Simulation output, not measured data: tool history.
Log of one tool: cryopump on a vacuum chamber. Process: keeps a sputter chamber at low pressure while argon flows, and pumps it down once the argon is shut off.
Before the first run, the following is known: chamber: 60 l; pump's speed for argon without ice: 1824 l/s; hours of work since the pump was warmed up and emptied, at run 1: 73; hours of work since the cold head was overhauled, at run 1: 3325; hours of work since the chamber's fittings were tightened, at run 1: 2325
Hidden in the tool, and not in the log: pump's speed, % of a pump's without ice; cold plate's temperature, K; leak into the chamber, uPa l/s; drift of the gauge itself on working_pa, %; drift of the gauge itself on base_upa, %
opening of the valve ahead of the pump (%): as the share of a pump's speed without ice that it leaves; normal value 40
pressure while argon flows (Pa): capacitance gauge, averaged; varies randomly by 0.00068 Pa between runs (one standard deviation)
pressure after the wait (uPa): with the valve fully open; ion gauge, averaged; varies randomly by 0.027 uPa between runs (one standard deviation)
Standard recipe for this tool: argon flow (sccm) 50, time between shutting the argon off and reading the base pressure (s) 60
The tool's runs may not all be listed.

run	hour	argon flow (sccm)	time between shutting the argon off and reading the base pressure (s)	opening of the valve ahead of the pump (%)	hours of work since the pump was warmed up and emptied	hours of work since the cold head was overhauled	hours of work since the chamber's fittings were tightened	pressure while argon flows (Pa)	pressure after the wait (uPa)
1	0.0	50	60	40	73	3325	2325	0.1173	1.51
2	98.0	50	60	40	161	3413	2413	0.1195	1.54
3	226.4	50	60	40	276	3528	2529	0.1221	1.59
4	295.9	50	60	40	339	3591	2591	0.1234	1.54
5	362.1	50	60	40	398	3650	2651	0.1235	1.62
6	488.5	50	60	40	512	3764	2764	0.1260	1.67
7	590.2	50	60	16	604	3856	2856	0.3013	1.67
8	710.7	50	60	16	712	3964	2964	0.3050	1.76
# hour 734.2: pump warmed up, emptied and cooled again
9	803.6	50	55	40	62	4043	3043	0.1185	1.72
10	868.0	50	283	40	120	4101	3101	0.1203	0.75
11	936.4	50	60	40	182	4162	3163	0.1206	1.61
12	1024.7	50	60	40	261	4242	3242	0.1218	1.70
13	1108.5	50	60	40	337	4317	3318	0.1226	1.66

The next listed run, before its measurement:
14	1177.7	22	57	45	399	4380	3380	?	?

pressure while argon flows (Pa): 0.0492
pressure after the wait (uPa): 1.78
With no hidden state in the tool, this same run would have given pressure while argon flows (Pa) 0.0455, pressure after the wait (uPa) 1.30.
